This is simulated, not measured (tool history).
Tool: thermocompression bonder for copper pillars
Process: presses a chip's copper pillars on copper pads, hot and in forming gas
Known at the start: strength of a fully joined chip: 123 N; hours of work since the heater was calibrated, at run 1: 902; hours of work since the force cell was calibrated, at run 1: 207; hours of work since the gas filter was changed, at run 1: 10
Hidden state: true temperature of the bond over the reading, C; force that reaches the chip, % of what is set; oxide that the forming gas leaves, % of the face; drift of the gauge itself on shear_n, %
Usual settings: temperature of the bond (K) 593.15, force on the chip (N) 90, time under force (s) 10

run   hour  temperature of the bond (K)  force on the chip (N)  time under force (s)  hours of work since the heater was calibrated  hours of work since the force cell was calibrated  hours of work since the gas filter was changed  force that shears a chip off (N)
  1      0                       593.15                     90                    10                                            902                                                207                                              10                              56.4
      76.1  -- heater calibrated with a thermocouple chip
  2   95.8                       593.15                     90                    10                                              9                                                250                                              53                              62.5
  3  165.8                       572.15                     90                    10                                             42                                                283                                              86                              47.9
  4  262.8                       572.15                     90                    10                                             87                                                328                                             131                                48
  5    318                       593.15                     85                    10                                            112                                                353                                             156                              59.3
  6    385                       597.15                     90                    10                                            143                                                384                                             188                              62.3
  7  461.3                       597.15                     90                    10                                            179                                                420                                             223                              62.4
  8  545.8                       597.15                     90                    10                                            218                                                459                                             262                              62.7
     606.1  -- forming gas filter changed
  9  614.7                       607.15                     90                    10                                            250                                                491                                               4                              72.1
 10  678.2                       607.15                     90                    10                                            279                                                520                                              33                              71.2
 11  757.4                       593.15                     61                    10                                            316                                                557                                              70                              44.6
 12  814.8                       568.15                     91                    10                                            343                                                584                                              97                              43.6
 13  874.7                       568.15                     91                    10                                            371                                                611                                             125                              41.9
     884.6  -- force cell calibrated
 14  945.7                       568.15                     91                    10                                            403                                                 28                                             157                              40.4

Run 15 comes next. What will it give?
 15  1046.9                       604.15                    115                    10                                            450                                                 75                                             204                                 ?

force that shears a chip off (N): 75.1
Without the tool's hidden state the same run would have given force that shears a chip off (N) 83.6.

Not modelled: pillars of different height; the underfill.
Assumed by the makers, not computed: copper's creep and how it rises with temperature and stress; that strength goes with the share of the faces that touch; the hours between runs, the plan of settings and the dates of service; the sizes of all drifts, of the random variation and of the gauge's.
